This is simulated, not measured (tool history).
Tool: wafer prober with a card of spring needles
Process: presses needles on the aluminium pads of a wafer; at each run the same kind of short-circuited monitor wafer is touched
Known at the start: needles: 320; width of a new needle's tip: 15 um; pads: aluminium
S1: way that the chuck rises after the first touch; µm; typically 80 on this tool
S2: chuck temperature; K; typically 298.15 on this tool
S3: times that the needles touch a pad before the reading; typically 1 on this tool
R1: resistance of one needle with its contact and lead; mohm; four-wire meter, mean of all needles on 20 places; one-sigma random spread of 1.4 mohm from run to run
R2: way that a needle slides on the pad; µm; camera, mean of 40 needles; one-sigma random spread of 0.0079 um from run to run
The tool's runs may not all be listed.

run 1 hour=0.0 | S1=80 S2=298.15 S3=1 | R1=262 R2=10.222
-- hour=4.0 tips cleaned on abrasive film
run 2 hour=10.0 | S1=80 S2=298.15 S3=2 | R1=176 R2=10.225
-- hour=20.3 tips cleaned on abrasive film
run 3 hour=23.4 | S1=80 S2=298.15 S3=2 | R1=167 R2=10.209
run 4 hour=31.8 | S1=80 S2=298.15 S3=3 | R1=172 R2=10.217
-- hour=37.2 tips cleaned on abrasive film
run 5 hour=42.7 | S1=80 S2=298.15 S3=3 | R1=156 R2=10.198
-- hour=53.3 tips cleaned on abrasive film
run 6 hour=56.2 | S1=91 S2=298.15 S3=1 | R1=174 R2=11.582
run 7 hour=66.4 | S1=91 S2=298.15 S3=1 | R1=240 R2=11.597
-- hour=69.3 tips cleaned on abrasive film
run 8 hour=73.1 | S1=91 S2=298.15 S3=1 | R1=179 R2=11.608
-- hour=85.8 tips cleaned on abrasive film
run 9 hour=87.6 | S1=91 S2=298.15 S3=1 | R1=164 R2=11.586
run 10 hour=100.9 | S1=91 S2=298.15 S3=1 | R1=251 R2=11.604
-- hour=101.8 tips cleaned on abrasive film
run 11 hour=112.2 | S1=80 S2=298.15 S3=1 | R1=264 R2=10.166
-- hour=118.2 tips cleaned on abrasive film
run 12 hour=124.4 | S1=80 S2=298.15 S3=2 | R1=187 R2=10.165
-- hour=125.3 height of the first contact set anew
-- hour=134.9 tips cleaned on abrasive film
run 13 hour=137.8 | S1=80 S2=298.15 S3=2 | R1=165 R2=10.122
-- hour=151.2 tips cleaned on abrasive film
run 14 hour=151.3 | S1=80 S2=298.15 S3=2 | R1=128 R2=10.105
-- hour=158.8 height of the first contact set anew, once more
run 15 hour=159.2 | S1=80 S2=298.15 S3=2 | R1=193 R2=10.257
run 16 hour=167.1 | S1=87 S2=298.15 S3=1 | R1=259 R2=11.157
-- hour=168.3 tips cleaned on abrasive film
run 17 hour=173.4 | S1=87 S2=298.15 S3=1 | R1=203 R2=11.152
run 18 hour=181.1 | S1=75 S2=298.15 S3=2 | R1=216 R2=9.627
-- hour=184.3 tips cleaned on abrasive film
run 19 hour=192.5 | S1=75 S2=298.15 S3=2 | R1=209 R2=9.602
-- hour=200.8 tips cleaned on abrasive film
run 20 hour=202.0 | S1=80 S2=300.15 S3=2 | R1=146 R2=10.216
run 21 hour=208.4 | S1=78 S2=386.15 S3=2 | R1=199 R2=9.977
run 22 hour=214.7 | S1=78 S2=386.15 S3=2 | R1=217 R2=9.976
-- hour=217.1 tips cleaned on abrasive film
run 23 hour=224.9 | S1=83 S2=362.15 S3=1 | R1=230 R2=10.608
-- hour=233.8 tips cleaned on abrasive film
run 24 hour=239.0 | S1=78 S2=309.15 S3=2 | R1=187 R2=9.960
run 25 hour=248.0 | S1=78 S2=309.15 S3=2 | R1=217 R2=9.954
-- hour=250.0 tips cleaned on abrasive film
run 26 hour=262.2 | S1=80 S2=298.15 S3=1 | R1=273 R2=10.205
-- hour=266.9 tips cleaned on abrasive film
run 27 hour=269.7 | S1=80 S2=330.15 S3=2 | R1=165 R2=10.190
run 28 hour=277.6 | S1=65 S2=332.15 S3=1 | R1=326 R2=8.281
-- hour=283.5 tips cleaned on abrasive film
run 29 hour=288.9 | S1=62 S2=354.15 S3=2 | R1=217 R2=7.882
-- hour=299.8 tips cleaned on abrasive film
run 30 hour=303.2 | S1=61 S2=354.15 S3=2 | R1=207 R2=7.760

Forecast each of these 5 alternatives for the next run:
run A hour=312.3 | S1=78 S2=298.15 S3=3 | R1=? R2=?
run B hour=312.3 | S1=66 S2=368.15 S3=1 | R1=? R2=?
run C hour=312.3 | S1=62 S2=332.15 S3=1 | R1=? R2=?
run D hour=312.3 | S1=81 S2=370.15 S3=1 | R1=? R2=?
run E hour=312.3 | S1=61 S2=299.15 S3=2 | R1=? R2=?

run=A R1=176 R2=9.930
run=B R1=322 R2=8.393
run=C R1=351 R2=7.868
run=D R1=265 R2=10.302
run=E R1=273 R2=7.733
With no hidden state in the tool, these same runs would have given:
run=A R1=116 R2=10.005
run=B R1=125 R2=8.468
run=C R1=120 R2=7.943
run=D R1=126 R2=10.378
run=E R1=121 R2=7.808

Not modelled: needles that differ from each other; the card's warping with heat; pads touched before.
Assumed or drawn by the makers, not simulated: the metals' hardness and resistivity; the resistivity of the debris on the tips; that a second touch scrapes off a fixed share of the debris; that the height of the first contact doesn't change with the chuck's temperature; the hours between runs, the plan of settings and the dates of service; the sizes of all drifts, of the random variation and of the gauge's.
